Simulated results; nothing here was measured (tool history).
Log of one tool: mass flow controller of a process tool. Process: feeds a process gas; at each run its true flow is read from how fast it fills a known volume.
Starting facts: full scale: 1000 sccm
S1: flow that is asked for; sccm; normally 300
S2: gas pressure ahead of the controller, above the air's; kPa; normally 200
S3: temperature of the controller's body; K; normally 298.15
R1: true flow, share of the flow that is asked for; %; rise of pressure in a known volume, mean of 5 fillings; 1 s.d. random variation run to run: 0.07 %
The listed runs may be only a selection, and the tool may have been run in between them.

{"run": 1, "hour": 0.0, "S1": 300, "S2": 200, "S3": 298.15, "R1": 99.24}
{"run": 2, "hour": 42.1, "S1": 300, "S2": 216, "S3": 298.15, "R1": 99.44}
{"run": 3, "hour": 91.3, "S1": 300, "S2": 216, "S3": 298.15, "R1": 99.31}
{"run": 4, "hour": 128.3, "S1": 300, "S2": 216, "S3": 298.15, "R1": 99.37}
{"run": 5, "hour": 160.3, "S1": 300, "S2": 200, "S3": 308.15, "R1": 99.58}
{"run": 6, "hour": 203.2, "S1": 300, "S2": 227, "S3": 308.15, "R1": 99.69}
{"run": 7, "hour": 243.8, "S1": 300, "S2": 264, "S3": 298.15, "R1": 99.77}
{"run": 8, "hour": 311.7, "S1": 300, "S2": 264, "S3": 298.15, "R1": 99.7}
{"run": 9, "hour": 380.3, "S1": 300, "S2": 264, "S3": 298.15, "R1": 99.92}
{"run": 10, "hour": 425.7, "S1": 300, "S2": 264, "S3": 298.15, "R1": 99.89}
{"run": 11, "hour": 458.2, "S1": 300, "S2": 264, "S3": 298.15, "R1": 99.84}
{"run": 12, "hour": 533.8, "S1": 300, "S2": 264, "S3": 298.15, "R1": 99.97}
{"run": 13, "hour": 597.9, "S1": 102, "S2": 200, "S3": 298.15, "R1": 99.23}
{"run": 14, "hour": 659.8, "S1": 102, "S2": 200, "S3": 298.15, "R1": 99.44}
{"run": 15, "hour": 699.3, "S1": 102, "S2": 200, "S3": 298.15, "R1": 99.41}
{"run": 16, "hour": 771.2, "S1": 300, "S2": 200, "S3": 298.15, "R1": 99.74}
{"run": 17, "hour": 831.7, "S1": 300, "S2": 200, "S3": 298.15, "R1": 99.79}
{"run": 18, "hour": 905.2, "S1": 300, "S2": 200, "S3": 298.15, "R1": 99.79}
{"run": 19, "hour": 979.5, "S1": 300, "S2": 200, "S3": 298.15, "R1": 99.85}
{"run": 20, "hour": 1036.3, "S1": 300, "S2": 200, "S3": 298.15, "R1": 99.89}
{"run": 21, "hour": 1088.5, "S1": 300, "S2": 200, "S3": 298.15, "R1": 99.9}
{"run": 22, "hour": 1122.7, "S1": 300, "S2": 181, "S3": 298.15, "R1": 99.71}
{"run": 23, "hour": 1161.5, "S1": 300, "S2": 181, "S3": 298.15, "R1": 99.93}
{"run": 24, "hour": 1226.0, "S1": 531, "S2": 168, "S3": 303.15, "R1": 100.2}
{"run": 25, "hour": 1275.3, "S1": 744, "S2": 170, "S3": 303.15, "R1": 100.68}
{"run": 26, "hour": 1323.7, "S1": 130, "S2": 145, "S3": 298.15, "R1": 99.55}
{"run": 27, "hour": 1362.5, "S1": 131, "S2": 184, "S3": 301.15, "R1": 99.8}
{"run": 28, "hour": 1416.1, "S1": 387, "S2": 204, "S3": 301.15, "R1": 99.41}
{"run": 29, "hour": 1462.4, "S1": 152, "S2": 222, "S3": 294.15, "R1": 99.26}
{"run": 30, "hour": 1539.8, "S1": 300, "S2": 185, "S3": 298.15, "R1": 99.26}
{"run": 31, "hour": 1593.3, "S1": 549, "S2": 276, "S3": 293.15, "R1": 99.93}
{"run": 32, "hour": 1644.7, "S1": 909, "S2": 200, "S3": 296.15, "R1": 100.07}
{"run": 33, "hour": 1709.1, "S1": 242, "S2": 200, "S3": 294.15, "R1": 99.31}
{"run": 34, "hour": 1748.3, "S1": 242, "S2": 200, "S3": 294.15, "R1": 99.28}
{"run": 35, "hour": 1802.7, "S1": 143, "S2": 203, "S3": 298.15, "R1": 99.29}
{"run": 36, "hour": 1842.7, "S1": 300, "S2": 261, "S3": 293.15, "R1": 99.69}
{"run": 37, "hour": 1909.6, "S1": 300, "S2": 254, "S3": 311.15, "R1": 100.21}
{"run": 38, "hour": 1978.3, "S1": 309, "S2": 165, "S3": 300.15, "R1": 99.39}
{"run": 39, "hour": 2023.9, "S1": 309, "S2": 165, "S3": 300.15, "R1": 99.4}
{"run": 40, "hour": 2075.8, "S1": 300, "S2": 178, "S3": 303.15, "R1": 99.68}
{"run": 41, "hour": 2115.4, "S1": 300, "S2": 200, "S3": 295.15, "R1": 99.56}
{"run": 42, "hour": 2188.6, "S1": 140, "S2": 228, "S3": 297.15, "R1": 99.82}
{"run": 43, "hour": 2250.9, "S1": 116, "S2": 150, "S3": 298.15, "R1": 99.41}

Taken out of this log: 2 entries between the listed runs. Where each belongs, and how the hidden state differs across it:
From run 27 to run 28: gauge calibrated (hour 1392.9)
  drift of the gauge itself on true_pct, %: 0.96 -> 0.02
  difference, measured minus the result without the unlogged condition, R1: +0.93 -> +0.01 %
From run 40 to run 41: controller's zero set anew (hour 2102.3)
  flow at rest that the sensor doesn't see, % of full scale: -0.004 -> 0; drift of the gauge itself on true_pct, %: 0.48 -> 0.51
  difference, measured minus the result without the unlogged condition, R1: +0.46 -> +0.5 %
